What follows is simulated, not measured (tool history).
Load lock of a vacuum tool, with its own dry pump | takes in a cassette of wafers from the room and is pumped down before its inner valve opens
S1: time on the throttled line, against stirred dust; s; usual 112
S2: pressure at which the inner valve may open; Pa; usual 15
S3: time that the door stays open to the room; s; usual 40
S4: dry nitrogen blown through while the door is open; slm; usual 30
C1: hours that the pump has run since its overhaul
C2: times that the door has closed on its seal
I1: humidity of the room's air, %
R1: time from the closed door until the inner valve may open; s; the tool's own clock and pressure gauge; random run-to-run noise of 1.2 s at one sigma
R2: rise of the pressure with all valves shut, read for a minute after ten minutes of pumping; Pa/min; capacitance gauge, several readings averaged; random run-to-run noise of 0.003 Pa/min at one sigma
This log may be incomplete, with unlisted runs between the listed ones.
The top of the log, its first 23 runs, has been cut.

run 24 hour=2684.4 | S1=137 S2=20 S3=111 S4=8 | C1=6710 C2=9991 | I1=44.1 | R1=214.4 R2=0.058
run 25 hour=2821.5 | S1=85 S2=19 S3=41 S4=6 | C1=6847 C2=10131 | I1=44.9 | R1=175.8 R2=0.049
run 26 hour=2960.0 | S1=85 S2=11 S3=203 S4=20 | C1=6985 C2=10272 | I1=43.6 | R1=182.8 R2=0.063
run 27 hour=3083.9 | S1=81 S2=18 S3=44 S4=5 | C1=7109 C2=10399 | I1=45.1 | R1=173.7 R2=0.053
run 28 hour=3174.1 | S1=143 S2=15 S3=35 S4=29 | C1=7199 C2=10491 | I1=42.6 | R1=223.7 R2=0.026
run 29 hour=3332.8 | S1=112 S2=15 S3=40 S4=6 | C1=7358 C2=10653 | I1=43.7 | R1=199.9 R2=0.043
run 30 hour=3426.1 | S1=192 S2=13 S3=40 S4=6 | C1=7451 C2=10748 | I1=45.3 | R1=263.4 R2=0.049
run 31 hour=3562.1 | S1=98 S2=18 S3=40 S4=12 | C1=7587 C2=10887 | I1=44.3 | R1=186.9 R2=0.043

Here are 3 independent what-if runs from the current tool condition. What would each one return?
run A hour=3719.5 | S1=77 S2=24 S3=68 S4=30 | C1=7745 C2=11047 | I1=44.6 | R1=? R2=?
run B hour=3719.5 | S1=74 S2=18 S3=40 S4=6 | C1=7745 C2=11047 | I1=44.6 | R1=? R2=?
run C hour=3719.5 | S1=189 S2=22 S3=54 S4=30 | C1=7745 C2=11047 | I1=44.4 | R1=? R2=?

run=A R1=165.2 R2=0.032
run=B R1=167.5 R2=0.054
run=C R1=252.3 R2=0.029
Without the tool's hidden state the same runs would have given:
run=A R1=165.2 R2=0.031
run=B R1=167.5 R2=0.053
run=C R1=252.3 R2=0.029
